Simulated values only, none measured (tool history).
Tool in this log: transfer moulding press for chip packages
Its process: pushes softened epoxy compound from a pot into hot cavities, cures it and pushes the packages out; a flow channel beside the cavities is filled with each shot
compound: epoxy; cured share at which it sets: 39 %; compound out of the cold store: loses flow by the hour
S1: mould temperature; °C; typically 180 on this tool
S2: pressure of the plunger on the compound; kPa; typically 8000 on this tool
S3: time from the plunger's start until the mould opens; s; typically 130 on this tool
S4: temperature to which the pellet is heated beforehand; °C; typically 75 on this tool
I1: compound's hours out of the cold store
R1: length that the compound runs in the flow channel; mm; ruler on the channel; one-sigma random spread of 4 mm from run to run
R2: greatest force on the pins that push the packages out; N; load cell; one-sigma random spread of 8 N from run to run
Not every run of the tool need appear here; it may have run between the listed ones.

{"run": 1, "hour": 0.0, "S1": 180, "S2": 8000, "S3": 130, "S4": 75, "I1": 39.8, "R1": 872, "R2": 477}
{"hour": 10.1, "done": "cavities cleaned with cleaning compound and waxed"}
{"run": 2, "hour": 25.5, "S1": 180, "S2": 8000, "S3": 130, "S4": 75, "I1": 22.3, "R1": 907, "R2": 408}
{"run": 3, "hour": 51.6, "S1": 180, "S2": 8000, "S3": 130, "S4": 67, "I1": 42, "R1": 859, "R2": 468}
{"hour": 63.8, "done": "plunger's sealing rings changed"}
{"hour": 68.7, "done": "cavities cleaned with cleaning compound and waxed"}
{"hour": 89.2, "done": "mould's thermocouples calibrated"}
{"run": 4, "hour": 98.2, "S1": 187, "S2": 8000, "S3": 130, "S4": 67, "I1": 13.7, "R1": 978, "R2": 415}
{"run": 5, "hour": 120.5, "S1": 187, "S2": 8000, "S3": 130, "S4": 76, "I1": 30.9, "R1": 917, "R2": 451}
{"hour": 125.3, "done": "cavities cleaned with cleaning compound and waxed"}
{"run": 6, "hour": 151.3, "S1": 187, "S2": 8000, "S3": 130, "S4": 76, "I1": 21.8, "R1": 934, "R2": 408}
{"hour": 180.3, "done": "cavities cleaned with cleaning compound and waxed"}
{"run": 7, "hour": 191.8, "S1": 187, "S2": 8000, "S3": 130, "S4": 76, "I1": 16.7, "R1": 950, "R2": 377}
{"run": 8, "hour": 225.5, "S1": 187, "S2": 8000, "S3": 130, "S4": 76, "I1": 47.5, "R1": 864, "R2": 457}
{"hour": 236.1, "done": "cavities cleaned with cleaning compound and waxed"}
{"run": 9, "hour": 263.4, "S1": 187, "S2": 8000, "S3": 130, "S4": 76, "I1": 17.5, "R1": 936, "R2": 399}
{"run": 10, "hour": 285.5, "S1": 187, "S2": 8000, "S3": 164, "S4": 76, "I1": 30.8, "R1": 904, "R2": 448}
{"hour": 293.5, "done": "cavities cleaned with cleaning compound and waxed"}
{"run": 11, "hour": 318.3, "S1": 187, "S2": 8000, "S3": 164, "S4": 76, "I1": 22.9, "R1": 917, "R2": 399}
{"run": 12, "hour": 344.4, "S1": 187, "S2": 8000, "S3": 164, "S4": 76, "I1": 36.9, "R1": 874, "R2": 436}
{"hour": 351.5, "done": "cavities cleaned with cleaning compound and waxed"}
{"run": 13, "hour": 382.8, "S1": 187, "S2": 8000, "S3": 164, "S4": 76, "I1": 21.9, "R1": 910, "R2": 420}
{"hour": 408.1, "done": "cavities cleaned with cleaning compound and waxed"}
{"run": 14, "hour": 424.9, "S1": 187, "S2": 8000, "S3": 164, "S4": 76, "I1": 45, "R1": 837, "R2": 381}
{"hour": 463.7, "done": "cavities cleaned with cleaning compound and waxed"}
{"run": 15, "hour": 464.7, "S1": 187, "S2": 8000, "S3": 164, "S4": 76, "I1": 43.8, "R1": 837, "R2": 327}
{"run": 16, "hour": 493.2, "S1": 179, "S2": 8530, "S3": 153, "S4": 75, "I1": 26.2, "R1": 947, "R2": 430}
{"hour": 519.1, "done": "cavities cleaned with cleaning compound and waxed"}
{"run": 17, "hour": 525.1, "S1": 176, "S2": 8530, "S3": 153, "S4": 69, "I1": 47.6, "R1": 900, "R2": 387}
{"run": 18, "hour": 547.3, "S1": 188, "S2": 8870, "S3": 162, "S4": 79, "I1": 37.6, "R1": 885, "R2": 418}
{"hour": 574.2, "done": "plunger's sealing rings changed"}
{"hour": 577.5, "done": "cavities cleaned with cleaning compound and waxed"}
{"run": 19, "hour": 583.4, "S1": 180, "S2": 8800, "S3": 116, "S4": 68, "I1": 10.8, "R1": 1063, "R2": 448}
{"run": 20, "hour": 616.5, "S1": 181, "S2": 6450, "S3": 111, "S4": 85, "I1": 44, "R1": 810, "R2": 529}
{"hour": 634.5, "done": "cavities cleaned with cleaning compound and waxed"}
{"run": 21, "hour": 651.3, "S1": 180, "S2": 6450, "S3": 169, "S4": 67, "I1": 11.4, "R1": 902, "R2": 395}
{"hour": 690.0, "done": "cavities cleaned with cleaning compound and waxed"}
{"run": 22, "hour": 690.6, "S1": 179, "S2": 8000, "S3": 130, "S4": 81, "I1": 21.8, "R1": 972, "R2": 372}
{"run": 23, "hour": 730.9, "S1": 173, "S2": 8930, "S3": 130, "S4": 75, "I1": 26.3, "R1": 1036, "R2": 629}
{"hour": 747.0, "done": "cavities cleaned with cleaning compound and waxed"}
{"run": 24, "hour": 755.2, "S1": 180, "S2": 8640, "S3": 127, "S4": 77, "I1": 23, "R1": 984, "R2": 406}
{"run": 25, "hour": 785.0, "S1": 172, "S2": 7350, "S3": 166, "S4": 82, "I1": 15.7, "R1": 973, "R2": 480}
{"hour": 802.0, "done": "cavities cleaned with cleaning compound and waxed"}
{"run": 26, "hour": 809.5, "S1": 179, "S2": 8000, "S3": 130, "S4": 75, "I1": 18.1, "R1": 964, "R2": 401}
{"run": 27, "hour": 839.4, "S1": 179, "S2": 7550, "S3": 134, "S4": 73, "I1": 26.1, "R1": 907, "R2": 455}

What if the next run were any one of these 4? Each begins from the tool's condition after run 27:
{"hour": 859.1, "done": "cavities cleaned with cleaning compound and waxed"}
{"run": "A", "hour": 863.4, "S1": 185, "S2": 6330, "S3": 130, "S4": 67, "I1": 33.6, "R1": "?", "R2": "?"}
{"hour": 859.1, "done": "cavities cleaned with cleaning compound and waxed"}
{"run": "B", "hour": 863.4, "S1": 180, "S2": 6720, "S3": 147, "S4": 75, "I1": 40.9, "R1": "?", "R2": "?"}
{"hour": 859.1, "done": "cavities cleaned with cleaning compound and waxed"}
{"run": "C", "hour": 863.4, "S1": 174, "S2": 8000, "S3": 130, "S4": 75, "I1": 24.4, "R1": "?", "R2": "?"}
{"hour": 859.1, "done": "cavities cleaned with cleaning compound and waxed"}
{"run": "D", "hour": 863.4, "S1": 173, "S2": 7550, "S3": 134, "S4": 73, "I1": 20.7, "R1": "?", "R2": "?"}

run=A R1=793 R2=351
run=B R1=813 R2=357
run=C R1=957 R2=473
run=D R1=949 R2=509
The same runs, with their run-to-run variation unchanged, on a tool lacking any hidden condition would have given:
run=A R1=832 R2=333
run=B R1=854 R2=339
run=C R1=1005 R2=471
run=D R1=996 R2=508

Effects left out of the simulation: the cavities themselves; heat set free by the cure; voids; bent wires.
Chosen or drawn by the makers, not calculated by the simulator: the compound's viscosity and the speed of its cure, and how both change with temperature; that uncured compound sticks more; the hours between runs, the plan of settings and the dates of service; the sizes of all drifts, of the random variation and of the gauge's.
